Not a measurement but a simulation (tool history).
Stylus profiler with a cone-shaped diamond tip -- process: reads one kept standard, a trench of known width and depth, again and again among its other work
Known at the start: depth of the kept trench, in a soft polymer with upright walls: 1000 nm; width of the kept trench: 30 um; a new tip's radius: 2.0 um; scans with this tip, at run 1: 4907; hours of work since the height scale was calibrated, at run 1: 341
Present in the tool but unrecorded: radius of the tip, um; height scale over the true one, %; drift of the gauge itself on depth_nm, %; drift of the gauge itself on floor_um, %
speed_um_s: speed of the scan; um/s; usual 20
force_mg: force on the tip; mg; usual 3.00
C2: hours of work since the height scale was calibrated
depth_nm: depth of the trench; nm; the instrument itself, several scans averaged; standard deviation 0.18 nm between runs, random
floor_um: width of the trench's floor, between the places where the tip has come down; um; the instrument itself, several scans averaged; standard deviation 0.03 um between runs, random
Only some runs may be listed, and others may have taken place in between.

{"run": 1, "day": 0.0, "speed_um_s": 20, "force_mg": 3.0, "scans with this tip": 4907, "C2": 341, "depth_nm": 1008.29, "floor_um": 26.13}
{"run": 2, "day": 1.196, "speed_um_s": 20, "force_mg": 3.0, "scans with this tip": 5200, "C2": 362, "depth_nm": 1008.09, "floor_um": 26.18}
{"run": 3, "day": 2.412, "speed_um_s": 20, "force_mg": 3.0, "scans with this tip": 5498, "C2": 382, "depth_nm": 1008.72, "floor_um": 26.24}
{"run": 4, "day": 3.342, "speed_um_s": 20, "force_mg": 3.0, "scans with this tip": 5726, "C2": 398, "depth_nm": 1008.61, "floor_um": 26.2}
{"run": 5, "day": 4.458, "speed_um_s": 36, "force_mg": 3.0, "scans with this tip": 6000, "C2": 417, "depth_nm": 1008.44, "floor_um": 26.09}
{"run": 6, "day": 6.171, "speed_um_s": 36, "force_mg": 3.0, "scans with this tip": 6420, "C2": 447, "depth_nm": 1008.74, "floor_um": 26.07}
{"run": 7, "day": 7.808, "speed_um_s": 31, "force_mg": 3.0, "scans with this tip": 6822, "C2": 475, "depth_nm": 1008.6, "floor_um": 26.11}
{"run": 8, "day": 9.471, "speed_um_s": 20, "force_mg": 3.0, "scans with this tip": 7229, "C2": 503, "depth_nm": 1008.39, "floor_um": 26.12}
{"run": 9, "day": 11.292, "speed_um_s": 20, "force_mg": 3.0, "scans with this tip": 7676, "C2": 534, "depth_nm": 1008.53, "floor_um": 26.08}
{"run": 10, "day": 12.721, "speed_um_s": 20, "force_mg": 3.0, "scans with this tip": 8027, "C2": 558, "depth_nm": 1008.78, "floor_um": 26.03}
{"run": 11, "day": 14.458, "speed_um_s": 20, "force_mg": 3.0, "scans with this tip": 8453, "C2": 588, "depth_nm": 1008.54, "floor_um": 26.02}
{"run": 12, "day": 16.15, "speed_um_s": 20, "force_mg": 3.0, "scans with this tip": 8868, "C2": 617, "depth_nm": 1008.57, "floor_um": 26.01}
{"run": 13, "day": 17.021, "speed_um_s": 20, "force_mg": 3.0, "scans with this tip": 9082, "C2": 632, "depth_nm": 1008.42, "floor_um": 25.96}
{"run": 14, "day": 18.762, "speed_um_s": 56, "force_mg": 4.15, "scans with this tip": 9509, "C2": 662, "depth_nm": 1011.02, "floor_um": 25.88}
{"run": 15, "day": 20.596, "speed_um_s": 7, "force_mg": 1.23, "scans with this tip": 9958, "C2": 693, "depth_nm": 1005.19, "floor_um": 25.99}
{"run": 16, "day": 22.417, "speed_um_s": 7, "force_mg": 1.23, "scans with this tip": 10405, "C2": 724, "depth_nm": 1005.33, "floor_um": 25.98}
{"run": 17, "day": 23.396, "speed_um_s": 20, "force_mg": 5.57, "scans with this tip": 10646, "C2": 741, "depth_nm": 1013.23, "floor_um": 25.91}
{"run": 18, "day": 24.35, "speed_um_s": 5, "force_mg": 5.03, "scans with this tip": 10880, "C2": 757, "depth_nm": 1012.65, "floor_um": 26.02}
{"run": 19, "day": 25.412, "speed_um_s": 5, "force_mg": 5.03, "scans with this tip": 11140, "C2": 775, "depth_nm": 1012.69, "floor_um": 25.93}
{"run": 20, "day": 27.196, "speed_um_s": 11, "force_mg": 5.03, "scans with this tip": 11578, "C2": 805, "depth_nm": 1012.6, "floor_um": 25.92}
{"run": 21, "day": 28.208, "speed_um_s": 15, "force_mg": 5.03, "scans with this tip": 11826, "C2": 823, "depth_nm": 1012.47, "floor_um": 25.93}
{"run": 22, "day": 29.825, "speed_um_s": 61, "force_mg": 3.65, "scans with this tip": 12223, "C2": 850, "depth_nm": 1010.28, "floor_um": 25.74}
{"run": 23, "day": 31.517, "speed_um_s": 16, "force_mg": 8.51, "scans with this tip": 12638, "C2": 879, "depth_nm": 1017.52, "floor_um": 25.83}
{"run": 24, "day": 32.462, "speed_um_s": 51, "force_mg": 6.9, "scans with this tip": 12870, "C2": 895, "depth_nm": 1015.24, "floor_um": 25.76}
{"run": 25, "day": 34.217, "speed_um_s": 51, "force_mg": 6.37, "scans with this tip": 13300, "C2": 925, "depth_nm": 1014.54, "floor_um": 25.75}
{"run": 26, "day": 35.483, "speed_um_s": 39, "force_mg": 8.0, "scans with this tip": 13611, "C2": 947, "depth_nm": 1017.17, "floor_um": 25.79}

Alternative continuations, all from the tool just after run 26; predict every row:
{"run": "A", "day": 36.692, "speed_um_s": 18, "force_mg": 3.0, "scans with this tip": 13908, "C2": 968, "depth_nm": "?", "floor_um": "?"}
{"run": "B", "day": 36.692, "speed_um_s": 6, "force_mg": 1.29, "scans with this tip": 13908, "C2": 968, "depth_nm": "?", "floor_um": "?"}
{"run": "C", "day": 36.692, "speed_um_s": 58, "force_mg": 3.0, "scans with this tip": 13908, "C2": 968, "depth_nm": "?", "floor_um": "?"}
{"run": "D", "day": 36.692, "speed_um_s": 20, "force_mg": 1.05, "scans with this tip": 13908, "C2": 968, "depth_nm": "?", "floor_um": "?"}
{"run": "E", "day": 36.692, "speed_um_s": 12, "force_mg": 2.37, "scans with this tip": 13908, "C2": 968, "depth_nm": "?", "floor_um": "?"}

run=A depth_nm=1009.19 floor_um=25.80
run=B depth_nm=1005.70 floor_um=25.78
run=C depth_nm=1009.45 floor_um=25.67
run=D depth_nm=1005.11 floor_um=25.74
run=E depth_nm=1008.15 floor_um=25.72
What these runs would have given with no unlogged condition in the tool:
run=A depth_nm=1008.04 floor_um=26.52
run=B depth_nm=1004.56 floor_um=26.50
run=C depth_nm=1008.30 floor_um=26.40
run=D depth_nm=1003.97 floor_um=26.46
run=E depth_nm=1007.00 floor_um=26.44
